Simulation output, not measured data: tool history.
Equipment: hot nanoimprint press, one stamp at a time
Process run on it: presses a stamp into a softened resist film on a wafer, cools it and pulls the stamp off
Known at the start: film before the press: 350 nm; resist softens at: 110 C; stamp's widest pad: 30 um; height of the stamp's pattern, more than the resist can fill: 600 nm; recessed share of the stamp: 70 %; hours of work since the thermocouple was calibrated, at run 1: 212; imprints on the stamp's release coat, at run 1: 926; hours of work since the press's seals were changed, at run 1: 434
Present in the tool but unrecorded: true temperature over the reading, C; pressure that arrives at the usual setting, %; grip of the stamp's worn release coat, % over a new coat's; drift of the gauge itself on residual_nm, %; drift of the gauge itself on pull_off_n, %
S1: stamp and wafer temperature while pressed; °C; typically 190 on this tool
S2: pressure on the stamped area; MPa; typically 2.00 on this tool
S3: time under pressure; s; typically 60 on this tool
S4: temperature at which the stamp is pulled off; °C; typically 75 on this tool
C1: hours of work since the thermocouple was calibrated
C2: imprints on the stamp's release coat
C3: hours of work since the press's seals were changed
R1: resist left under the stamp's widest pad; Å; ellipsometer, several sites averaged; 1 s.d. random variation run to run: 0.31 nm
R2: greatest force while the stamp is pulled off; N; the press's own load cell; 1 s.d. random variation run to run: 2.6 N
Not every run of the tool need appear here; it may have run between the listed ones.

| run | hour | S1 | S2 | S3 | S4 | C1 | C2 | C3 | R1 | R2 |
|---|---|---|---|---|---|---|---|---|---|---|
| 1 | 0.0 | 190 | 2.00 | 60 | 75 | 212 | 926 | 434 | 1652 | 229 |
| 2 | 7.9 | 190 | 1.42 | 60 | 75 | 218 | 949 | 440 | 1888 | 225 |
| 3 | 21.8 | 190 | 2.00 | 60 | 80 | 228 | 990 | 450 | 1654 | 209 |
| 4 | 31.2 | 190 | 2.00 | 60 | 75 | 235 | 1017 | 457 | 1655 | 231 |
| 5 | 39.1 | 190 | 2.00 | 60 | 75 | 241 | 1040 | 463 | 1660 | 233 |
| 6 | 47.4 | 190 | 2.00 | 60 | 75 | 247 | 1064 | 469 | 1663 | 235 |
| 7 | 60.0 | 190 | 2.00 | 60 | 75 | 256 | 1101 | 479 | 1657 | 232 |
| 8 | 66.9 | 190 | 2.00 | 60 | 75 | 261 | 1121 | 484 | 1661 | 237 |
| 9 | 80.0 | 197 | 2.00 | 60 | 75 | 271 | 1159 | 493 | 1301 | 231 |
|  | 84.4 | plate thermocouple calibrated |
| 10 | 99.5 | 190 | 2.20 | 60 | 75 | 11 | 1207 | 506 | 1612 | 240 |
| 11 | 106.6 | 190 | 2.00 | 60 | 75 | 16 | 1228 | 511 | 1673 | 240 |
|  | 118.9 | plate thermocouple calibrated, once more |
| 12 | 125.6 | 190 | 1.87 | 60 | 75 | 5 | 1275 | 523 | 1672 | 239 |
| 13 | 140.1 | 190 | 1.87 | 60 | 75 | 16 | 1317 | 534 | 1674 | 238 |
| 14 | 147.2 | 187 | 2.00 | 60 | 75 | 21 | 1338 | 539 | 1798 | 237 |
| 15 | 155.5 | 187 | 2.00 | 60 | 75 | 27 | 1362 | 545 | 1807 | 239 |
| 16 | 167.9 | 190 | 2.00 | 34 | 77 | 36 | 1398 | 554 | 2001 | 233 |
| 17 | 179.4 | 190 | 2.00 | 32 | 76 | 45 | 1432 | 563 | 2034 | 242 |
| 18 | 189.2 | 193 | 2.00 | 60 | 75 | 52 | 1460 | 570 | 1472 | 245 |

Run 19 comes next. What will it give?
| 19 | 199.1 | 179 | 3.11 | 44 | 75 | 59 | 1489 | 577 | ? | ? |

R1: 2240 Å
R2: 244 N
Were there no unlogged condition in the tool, this run, its random variation unchanged, would have produced R1 2196 Å, R2 198 N.
